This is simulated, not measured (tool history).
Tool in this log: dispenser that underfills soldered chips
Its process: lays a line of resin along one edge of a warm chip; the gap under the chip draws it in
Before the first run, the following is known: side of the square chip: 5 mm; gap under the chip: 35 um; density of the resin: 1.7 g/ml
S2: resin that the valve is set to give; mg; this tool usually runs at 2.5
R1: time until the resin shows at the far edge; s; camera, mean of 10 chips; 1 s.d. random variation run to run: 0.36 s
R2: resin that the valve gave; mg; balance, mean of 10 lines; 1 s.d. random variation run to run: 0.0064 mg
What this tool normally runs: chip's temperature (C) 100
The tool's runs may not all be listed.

{"run": 1, "hour": 0.0, "chip's temperature (C)": 100, "S2": 2.5, "R1": 22.5, "R2": 2.446}
{"run": 2, "hour": 4.4, "chip's temperature (C)": 100, "S2": 2.5, "R1": 27.6, "R2": 2.451}
{"run": 3, "hour": 9.3, "chip's temperature (C)": 100, "S2": 2.5, "R1": 35.3, "R2": 2.444}
{"hour": 11.2, "done": "new syringe of resin"}
{"run": 4, "hour": 15.2, "chip's temperature (C)": 100, "S2": 2.5, "R1": 24.6, "R2": 2.426}
{"run": 5, "hour": 19.8, "chip's temperature (C)": 102, "S2": 2.5, "R1": 28.2, "R2": 2.425}
{"hour": 24.9, "done": "new syringe of resin"}
{"run": 6, "hour": 26.1, "chip's temperature (C)": 100, "S2": 2.5, "R1": 20.9, "R2": 2.436}
{"run": 7, "hour": 31.0, "chip's temperature (C)": 100, "S2": 2.5, "R1": 26.5, "R2": 2.409}
{"run": 8, "hour": 36.1, "chip's temperature (C)": 100, "S2": 2.5, "R1": 33.3, "R2": 2.422}
{"hour": 38.4, "done": "new syringe of resin"}
{"run": 9, "hour": 43.4, "chip's temperature (C)": 100, "S2": 2.5, "R1": 25.6, "R2": 2.415}
{"run": 10, "hour": 46.9, "chip's temperature (C)": 100, "S2": 2.5, "R1": 31, "R2": 2.423}
{"hour": 52.0, "done": "new syringe of resin"}
{"hour": 54.5, "done": "dispensing valve cleaned and set on the balance"}
{"run": 11, "hour": 55.3, "chip's temperature (C)": 100, "S2": 2.5, "R1": 21.9, "R2": 2.512}
{"run": 12, "hour": 62.5, "chip's temperature (C)": 105, "S2": 2.5, "R1": 26.2, "R2": 2.498}
{"hour": 66.5, "done": "new syringe of resin"}
{"run": 13, "hour": 69.2, "chip's temperature (C)": 105, "S2": 2.5, "R1": 19.1, "R2": 2.508}
{"run": 14, "hour": 75.9, "chip's temperature (C)": 100, "S2": 2.5, "R1": 30.4, "R2": 2.488}
{"hour": 79.9, "done": "new syringe of resin"}
{"run": 15, "hour": 81.0, "chip's temperature (C)": 100, "S2": 2.5, "R1": 21, "R2": 2.489}
{"run": 16, "hour": 84.5, "chip's temperature (C)": 100, "S2": 2.5, "R1": 25, "R2": 2.488}
{"run": 17, "hour": 88.8, "chip's temperature (C)": 100, "S2": 2.5, "R1": 30.3, "R2": 2.494}
{"hour": 93.4, "done": "new syringe of resin"}
{"run": 18, "hour": 95.6, "chip's temperature (C)": 100, "S2": 2.5, "R1": 22.9, "R2": 2.479}
{"run": 19, "hour": 99.4, "chip's temperature (C)": 100, "S2": 2.5, "R1": 27, "R2": 2.465}
{"hour": 106.9, "done": "new syringe of resin"}
{"run": 20, "hour": 106.9, "chip's temperature (C)": 100, "S2": 2.5, "R1": 20.4, "R2": 2.465}
{"run": 21, "hour": 110.0, "chip's temperature (C)": 104, "S2": 2.68, "R1": 20.8, "R2": 2.651}
{"run": 22, "hour": 115.9, "chip's temperature (C)": 100, "S2": 2.35, "R1": 31.1, "R2": 2.311}
{"run": 23, "hour": 119.1, "chip's temperature (C)": 89, "S2": 2.66, "R1": 50.5, "R2": 2.624}
{"hour": 120.6, "done": "new syringe of resin"}
{"run": 24, "hour": 123.5, "chip's temperature (C)": 108, "S2": 2.47, "R1": 17.3, "R2": 2.432}
{"run": 25, "hour": 130.0, "chip's temperature (C)": 93, "S2": 2.45, "R1": 37.7, "R2": 2.414}
{"hour": 134.0, "done": "new syringe of resin"}
{"run": 26, "hour": 135.3, "chip's temperature (C)": 91, "S2": 2.7, "R1": 29.1, "R2": 2.652}
{"run": 27, "hour": 140.6, "chip's temperature (C)": 115, "S2": 2.13, "R1": 17.1, "R2": 2.079}
{"run": 28, "hour": 147.0, "chip's temperature (C)": 95, "S2": 2.97, "R1": 42, "R2": 2.907}
{"hour": 147.7, "done": "new syringe of resin"}
{"run": 29, "hour": 151.6, "chip's temperature (C)": 95, "S2": 2.24, "R1": 27.8, "R2": 2.179}
{"run": 30, "hour": 156.2, "chip's temperature (C)": 95, "S2": 2.24, "R1": 34.6, "R2": 2.175}
{"run": 31, "hour": 159.8, "chip's temperature (C)": 87, "S2": 2.32, "R1": 53.7, "R2": 2.251}
{"hour": 161.6, "done": "new syringe of resin"}
{"run": 32, "hour": 164.7, "chip's temperature (C)": 87, "S2": 2.32, "R1": 36.6, "R2": 2.249}
{"run": 33, "hour": 168.1, "chip's temperature (C)": 100, "S2": 2.98, "R1": 27.7, "R2": 2.898}
{"hour": 175.3, "done": "new syringe of resin"}
{"run": 34, "hour": 175.3, "chip's temperature (C)": 100, "S2": 2.24, "R1": 20.1, "R2": 2.163}
{"hour": 178.3, "done": "dispensing valve cleaned and set on the balance"}
{"run": 35, "hour": 181.9, "chip's temperature (C)": 86, "S2": 2.81, "R1": 40.2, "R2": 2.788}

Each row is a separate what-if for the run after 35, all from the same tool condition, not one after another. Results?
{"run": "A", "hour": 185.4, "chip's temperature (C)": 108, "S2": 2.81, "R1": "?", "R2": "?"}
{"run": "B", "hour": 185.4, "chip's temperature (C)": 100, "S2": 2.18, "R1": "?", "R2": "?"}
{"run": "C", "hour": 185.4, "chip's temperature (C)": 106, "S2": 2.71, "R1": "?", "R2": "?"}

run=A R1=23.3 R2=2.804
run=B R1=31 R2=2.162
run=C R1=24.9 R2=2.701
Without the tool's unlogged condition, the same runs would have read:
run=A R1=15.4 R2=2.814
run=B R1=20.6 R2=2.17
run=C R1=16.5 R2=2.71
